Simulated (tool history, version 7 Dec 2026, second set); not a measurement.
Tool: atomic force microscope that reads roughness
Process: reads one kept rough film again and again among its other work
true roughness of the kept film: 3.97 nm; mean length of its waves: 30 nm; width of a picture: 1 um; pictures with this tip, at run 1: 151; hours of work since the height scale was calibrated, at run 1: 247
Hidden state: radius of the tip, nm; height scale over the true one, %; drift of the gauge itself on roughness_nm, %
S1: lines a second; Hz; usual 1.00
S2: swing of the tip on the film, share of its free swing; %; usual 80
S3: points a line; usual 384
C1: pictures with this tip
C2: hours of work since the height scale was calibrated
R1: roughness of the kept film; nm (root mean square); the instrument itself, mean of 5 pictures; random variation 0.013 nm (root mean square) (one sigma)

run 1 day=0.000 | S1=1.00 S2=80 S3=384 | C1=151 C2=247 | R1=2.271
run 2 day=0.467 | S1=1.00 S2=80 S3=384 | C1=164 C2=253 | R1=2.254
-- day=0.558 new tip fitted
run 3 day=1.288 | S1=1.00 S2=80 S3=384 | C1=21 C2=265 | R1=2.959
run 4 day=1.733 | S1=1.00 S2=80 S3=501 | C1=33 C2=271 | R1=2.908
run 5 day=2.188 | S1=1.00 S2=80 S3=501 | C1=46 C2=278 | R1=2.820
run 6 day=2.562 | S1=1.00 S2=80 S3=501 | C1=57 C2=284 | R1=2.779
run 7 day=3.121 | S1=1.00 S2=80 S3=501 | C1=73 C2=292 | R1=2.658
run 8 day=3.871 | S1=1.00 S2=77 S3=717 | C1=94 C2=303 | R1=2.605
run 9 day=4.283 | S1=1.00 S2=56 S3=1014 | C1=106 C2=309 | R1=2.666
run 10 day=5.004 | S1=1.62 S2=65 S3=258 | C1=126 C2=319 | R1=2.434
run 11 day=5.600 | S1=1.39 S2=59 S3=272 | C1=143 C2=328 | R1=2.419

Some steps in R1 between neighbouring runs. How much of each would the tool show without its hidden state too (settings, what came in, random variation), and how much is left for the hidden state, with any gauge scatter that isn't in both results?
Run 2 -> 3: new tip fitted. R1 +0.705 nm (root mean square): hidden state +0.716, all else -0.011.

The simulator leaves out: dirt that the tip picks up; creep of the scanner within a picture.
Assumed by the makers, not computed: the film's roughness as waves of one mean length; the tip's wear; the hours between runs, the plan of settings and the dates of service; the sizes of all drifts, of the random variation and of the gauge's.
